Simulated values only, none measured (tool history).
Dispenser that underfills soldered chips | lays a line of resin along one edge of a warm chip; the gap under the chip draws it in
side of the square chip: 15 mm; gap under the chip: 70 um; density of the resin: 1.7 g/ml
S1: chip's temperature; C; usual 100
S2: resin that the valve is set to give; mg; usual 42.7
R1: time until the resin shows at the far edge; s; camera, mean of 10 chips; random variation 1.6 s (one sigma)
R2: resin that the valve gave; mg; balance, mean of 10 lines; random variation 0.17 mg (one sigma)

| run | day | S1 | S2 | R1 | R2 |
|---|---|---|---|---|---|
| 1 | 0 | 100 | 42.7 | 198.6 | 41.3 |
| 2 | 0.142 | 100 | 42.7 | 229.6 | 41.62 |
| 3 | 0.283 | 100 | 42.7 | 263.7 | 41.28 |
|  | 0.367 | new syringe of resin |
| 4 | 0.5 | 100 | 42.7 | 185.7 | 41.05 |
| 5 | 0.708 | 106 | 42.7 | 182.3 | 41.25 |
| 6 | 0.85 | 100 | 42.7 | 263.6 | 40.95 |
|  | 0.917 | dispensing valve cleaned and set on the balance |
|  | 1.004 | new syringe of resin |
| 7 | 1.062 | 100 | 42.7 | 169.8 | 42.87 |
| 8 | 1.242 | 100 | 42.7 | 202.9 | 42.67 |
| 9 | 1.346 | 100 | 42.7 | 224.9 | 42.42 |
| 10 | 1.467 | 100 | 42.7 | 252 | 42.21 |
|  | 1.592 | new syringe of resin |
| 11 | 1.612 | 100 | 42.7 | 161.5 | 42.25 |
| 12 | 1.733 | 100 | 42.7 | 184.8 | 42.16 |
| 13 | 1.95 | 100 | 42.7 | 226.7 | 41.84 |
| 14 | 2.058 | 92 | 42.7 | 343.9 | 42.36 |
| 15 | 2.15 | 92 | 46 | 377 | 45.56 |
|  | 2.175 | new syringe of resin |
| 16 | 2.362 | 105 | 46 | 161.8 | 45.07 |

Run 17 comes next. What will it give?
| 17 | 2.538 | 106 | 43.4 | ? | ? |

Run 17 gave R1 190.5 s, R2 42.53 mg.
Without the tool's hidden state the same run would have given R1 127.5 s, R2 43.45 mg.

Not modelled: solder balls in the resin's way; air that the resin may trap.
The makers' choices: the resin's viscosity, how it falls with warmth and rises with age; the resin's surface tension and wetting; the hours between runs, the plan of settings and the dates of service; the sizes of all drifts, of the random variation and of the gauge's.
